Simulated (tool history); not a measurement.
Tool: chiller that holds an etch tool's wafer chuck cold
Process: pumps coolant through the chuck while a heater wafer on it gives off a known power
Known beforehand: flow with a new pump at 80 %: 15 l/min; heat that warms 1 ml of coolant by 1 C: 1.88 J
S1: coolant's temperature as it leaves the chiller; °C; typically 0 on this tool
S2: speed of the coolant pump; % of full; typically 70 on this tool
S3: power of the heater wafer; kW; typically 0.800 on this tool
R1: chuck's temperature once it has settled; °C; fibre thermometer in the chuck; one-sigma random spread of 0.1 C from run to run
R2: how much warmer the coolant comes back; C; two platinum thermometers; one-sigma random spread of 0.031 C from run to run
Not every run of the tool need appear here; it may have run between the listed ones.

run	hour	S1	S2	S3	R1	R2
1	0.0	0	70	0.800	7.2	1.95
2	39.7	0	63	0.800	7.8	2.16
3	76.9	0	63	0.800	7.9	2.15
4	120.5	0	70	0.800	7.2	1.89
5	172.3	0	70	0.800	7.2	1.99
6	233.3	0	70	0.800	7.3	1.94
7	270.6	0	70	0.800	7.3	1.95
8	325.7	0	91	0.800	6.3	1.54
9	353.8	0	91	0.800	6.2	1.53
10	415.1	9	70	0.800	16.2	1.99
11	473.5	0	70	0.800	7.4	1.96
12	532.7	0	72	0.800	7.2	1.88
13	560.1	0	70	0.800	7.5	2.00
14	606.8	0	70	0.636	6.0	1.52
15	636.5	0	70	0.636	5.9	1.55
16	694.5	0	70	0.636	6.0	1.61
17	747.7	9	77	1.083	18.6	2.39
18	773.1	9	77	1.083	18.5	2.36
19	823.0	9	77	1.083	18.5	2.41
# hour 830.5: coolant pump overhauled
20	880.1	9	83	1.083	18.1	2.21
21	940.4	4	83	1.083	13.0	2.25
22	988.6	1	83	1.003	9.4	2.06
23	1036.7	1	83	1.003	9.2	2.14
# hour 1063.8: coolant pump overhauled, once more
24	1097.0	1	83	1.003	9.3	2.11
25	1123.2	1	83	1.003	9.3	2.04
26	1158.6	2	66	0.846	10.3	2.18
27	1203.4	2	66	0.846	10.3	2.22
28	1244.9	-4	70	0.800	3.5	1.93
29	1276.9	0	86	0.833	6.9	1.67

Forecast each of these 3 alternatives for the next run:
A	1301.9	-7	86	0.833	?	?
B	1301.9	0	68	0.415	?	?
C	1301.9	-3	74	0.800	?	?

run	R1	R2
A	-0.2	1.66
B	4.0	1.02
C	4.3	1.88
Stripped of hidden state, with their random variation kept, the same runs would have yielded:
run	R1	R2
A	-1.3	1.65
B	3.3	1.02
C	3.1	1.88
